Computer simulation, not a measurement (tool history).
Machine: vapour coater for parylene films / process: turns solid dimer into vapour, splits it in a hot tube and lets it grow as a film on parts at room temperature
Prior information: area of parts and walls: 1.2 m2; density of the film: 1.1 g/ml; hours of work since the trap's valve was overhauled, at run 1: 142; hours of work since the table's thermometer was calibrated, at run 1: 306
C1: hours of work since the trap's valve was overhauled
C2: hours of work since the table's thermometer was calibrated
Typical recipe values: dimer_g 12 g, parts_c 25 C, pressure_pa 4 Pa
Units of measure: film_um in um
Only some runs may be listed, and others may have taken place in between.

{"run": 1, "hour": 0.0, "dimer_g": 12, "parts_c": 25, "pressure_pa": 4, "C1": 142, "C2": 306, "film_um": 4.91}
{"run": 2, "hour": 22.2, "dimer_g": 12, "parts_c": 25, "pressure_pa": 4, "C1": 158, "C2": 322, "film_um": 4.91}
{"run": 3, "hour": 37.7, "dimer_g": 12, "parts_c": 25, "pressure_pa": 4, "C1": 169, "C2": 333, "film_um": 4.88}
{"run": 4, "hour": 55.4, "dimer_g": 12, "parts_c": 25, "pressure_pa": 4, "C1": 182, "C2": 346, "film_um": 4.88}
{"run": 5, "hour": 68.4, "dimer_g": 12, "parts_c": 25, "pressure_pa": 4, "C1": 192, "C2": 356, "film_um": 4.88}
{"run": 6, "hour": 80.3, "dimer_g": 12, "parts_c": 21, "pressure_pa": 4, "C1": 200, "C2": 364, "film_um": 5.44}
{"run": 7, "hour": 102.5, "dimer_g": 12, "parts_c": 21, "pressure_pa": 4, "C1": 216, "C2": 381, "film_um": 5.41}
{"run": 8, "hour": 116.6, "dimer_g": 12, "parts_c": 21, "pressure_pa": 4, "C1": 227, "C2": 391, "film_um": 5.42}
{"run": 9, "hour": 129.7, "dimer_g": 12, "parts_c": 28, "pressure_pa": 4, "C1": 236, "C2": 400, "film_um": 4.48}
{"run": 10, "hour": 143.9, "dimer_g": 12, "parts_c": 25, "pressure_pa": 4, "C1": 247, "C2": 411, "film_um": 4.87}
{"run": 11, "hour": 169.6, "dimer_g": 12, "parts_c": 26, "pressure_pa": 4, "C1": 265, "C2": 430, "film_um": 4.73}
{"run": 12, "hour": 193.8, "dimer_g": 12, "parts_c": 23, "pressure_pa": 4, "C1": 283, "C2": 447, "film_um": 5.1}
{"run": 13, "hour": 210.3, "dimer_g": 12, "parts_c": 25, "pressure_pa": 4, "C1": 295, "C2": 459, "film_um": 4.83}
{"run": 14, "hour": 232.2, "dimer_g": 12, "parts_c": 25, "pressure_pa": 4, "C1": 311, "C2": 475, "film_um": 4.84}
{"run": 15, "hour": 258.1, "dimer_g": 12, "parts_c": 25, "pressure_pa": 4, "C1": 330, "C2": 494, "film_um": 4.82}
{"run": 16, "hour": 274.1, "dimer_g": 12, "parts_c": 25, "pressure_pa": 8.82, "C1": 342, "C2": 506, "film_um": 4}
{"hour": 280.4, "done": "trap's valve overhauled"}
{"run": 17, "hour": 294.2, "dimer_g": 12, "parts_c": 25, "pressure_pa": 8.82, "C1": 10, "C2": 518, "film_um": 3.91}
{"run": 18, "hour": 312.2, "dimer_g": 12, "parts_c": 25, "pressure_pa": 4, "C1": 23, "C2": 531, "film_um": 4.7}
{"run": 19, "hour": 330.1, "dimer_g": 12, "parts_c": 25, "pressure_pa": 4, "C1": 36, "C2": 544, "film_um": 4.71}
{"run": 20, "hour": 353.4, "dimer_g": 12, "parts_c": 25, "pressure_pa": 4, "C1": 53, "C2": 561, "film_um": 4.67}
{"hour": 358.9, "done": "trap's valve overhauled, once more"}
{"run": 21, "hour": 385.2, "dimer_g": 12, "parts_c": 25, "pressure_pa": 4.52, "C1": 19, "C2": 581, "film_um": 4.85}
{"run": 22, "hour": 409.9, "dimer_g": 12, "parts_c": 24, "pressure_pa": 4, "C1": 37, "C2": 599, "film_um": 5.12}
{"run": 23, "hour": 431.3, "dimer_g": 12, "parts_c": 24, "pressure_pa": 7.32, "C1": 53, "C2": 615, "film_um": 4.44}
{"run": 24, "hour": 444.2, "dimer_g": 12, "parts_c": 24, "pressure_pa": 7.32, "C1": 62, "C2": 624, "film_um": 4.44}
{"run": 25, "hour": 473.6, "dimer_g": 16, "parts_c": 24, "pressure_pa": 10.87, "C1": 84, "C2": 646, "film_um": 5.39}
{"run": 26, "hour": 486.4, "dimer_g": 16, "parts_c": 24, "pressure_pa": 10.87, "C1": 93, "C2": 655, "film_um": 5.37}
{"run": 27, "hour": 505.3, "dimer_g": 16, "parts_c": 23, "pressure_pa": 4.86, "C1": 107, "C2": 669, "film_um": 6.65}
{"run": 28, "hour": 519.7, "dimer_g": 16, "parts_c": 23, "pressure_pa": 4.86, "C1": 117, "C2": 679, "film_um": 6.63}
{"run": 29, "hour": 533.6, "dimer_g": 11, "parts_c": 34, "pressure_pa": 5.39, "C1": 128, "C2": 689, "film_um": 3.31}
{"run": 30, "hour": 553.9, "dimer_g": 11, "parts_c": 34, "pressure_pa": 5.39, "C1": 142, "C2": 704, "film_um": 3.28}
{"run": 31, "hour": 570.7, "dimer_g": 8, "parts_c": 25, "pressure_pa": 4, "C1": 155, "C2": 716, "film_um": 3.3}
{"run": 32, "hour": 598.5, "dimer_g": 8, "parts_c": 25, "pressure_pa": 4, "C1": 175, "C2": 737, "film_um": 3.28}
{"run": 33, "hour": 623.9, "dimer_g": 6, "parts_c": 20, "pressure_pa": 8.41, "C1": 193, "C2": 755, "film_um": 2.37}
{"run": 34, "hour": 650.6, "dimer_g": 16, "parts_c": 25, "pressure_pa": 11.48, "C1": 213, "C2": 775, "film_um": 5.13}
{"run": 35, "hour": 675.3, "dimer_g": 15, "parts_c": 20, "pressure_pa": 2.01, "C1": 231, "C2": 793, "film_um": 8.23}
{"run": 36, "hour": 694.6, "dimer_g": 15, "parts_c": 20, "pressure_pa": 2.01, "C1": 245, "C2": 807, "film_um": 8.23}
{"run": 37, "hour": 720.5, "dimer_g": 15, "parts_c": 20, "pressure_pa": 2.01, "C1": 264, "C2": 826, "film_um": 8.19}
{"run": 38, "hour": 749.4, "dimer_g": 9, "parts_c": 34, "pressure_pa": 9.39, "C1": 285, "C2": 847, "film_um": 2.35}
{"run": 39, "hour": 774.2, "dimer_g": 10, "parts_c": 34, "pressure_pa": 4.65, "C1": 303, "C2": 865, "film_um": 3.08}
{"run": 40, "hour": 788.9, "dimer_g": 10, "parts_c": 34, "pressure_pa": 4.65, "C1": 314, "C2": 876, "film_um": 3.06}
{"run": 41, "hour": 807.4, "dimer_g": 13, "parts_c": 29, "pressure_pa": 7.43, "C1": 327, "C2": 889, "film_um": 4.09}
{"run": 42, "hour": 828.0, "dimer_g": 13, "parts_c": 29, "pressure_pa": 7.43, "C1": 342, "C2": 904, "film_um": 4.08}
{"run": 43, "hour": 854.1, "dimer_g": 12, "parts_c": 25, "pressure_pa": 4.06, "C1": 362, "C2": 923, "film_um": 4.84}
{"run": 44, "hour": 872.5, "dimer_g": 11, "parts_c": 26, "pressure_pa": 4, "C1": 375, "C2": 937, "film_um": 4.33}
{"run": 45, "hour": 895.9, "dimer_g": 6, "parts_c": 24, "pressure_pa": 4, "C1": 392, "C2": 954, "film_um": 2.48}
{"run": 46, "hour": 912.9, "dimer_g": 6, "parts_c": 24, "pressure_pa": 4, "C1": 404, "C2": 966, "film_um": 2.48}
{"run": 47, "hour": 928.3, "dimer_g": 20, "parts_c": 31, "pressure_pa": 2.85, "C1": 416, "C2": 978, "film_um": 7.39}

Measured result minus the same run's result without the hidden state. Both carry the same run-to-run variation, though not necessarily the same gauge scatter:
The tool's hidden condition here consists of: vapour lost through the trap's worn valve, %; true temperature of the parts over the reading, C; drift of the gauge itself on film_um, %.
run=1 film_um=-0.05
run=2 film_um=-0.05
run=3 film_um=-0.06
run=4 film_um=-0.06
run=5 film_um=-0.07
run=6 film_um=-0.08
run=7 film_um=-0.09
run=8 film_um=-0.09
run=9 film_um=-0.07
run=10 film_um=-0.08
run=11 film_um=-0.1
run=12 film_um=-0.1
run=13 film_um=-0.11
run=14 film_um=-0.12
run=15 film_um=-0.12
run=16 film_um=-0.11
run=17 film_um=-0.2
run=18 film_um=-0.24
run=19 film_um=-0.24
run=20 film_um=-0.26
run=21 film_um=+0.04
run=22 film_um=+0.04
run=23 film_um=+0.03
run=24 film_um=+0.03
run=25 film_um=+0.02
run=26 film_um=+0.02
run=27 film_um=+0.01
run=28 film_um=+0.01
run=29 film_um=+0
run=30 film_um=-0.01
run=31 film_um=-0.01
run=32 film_um=-0.01
run=33 film_um=-0.01
run=34 film_um=-0.03
run=35 film_um=-0.06
run=36 film_um=-0.08
run=37 film_um=-0.09
run=38 film_um=-0.03
run=39 film_um=-0.04
run=40 film_um=-0.05
run=41 film_um=-0.06
run=42 film_um=-0.07
run=43 film_um=-0.1
run=44 film_um=-0.09
run=45 film_um=-0.05
run=46 film_um=-0.06
run=47 film_um=-0.17

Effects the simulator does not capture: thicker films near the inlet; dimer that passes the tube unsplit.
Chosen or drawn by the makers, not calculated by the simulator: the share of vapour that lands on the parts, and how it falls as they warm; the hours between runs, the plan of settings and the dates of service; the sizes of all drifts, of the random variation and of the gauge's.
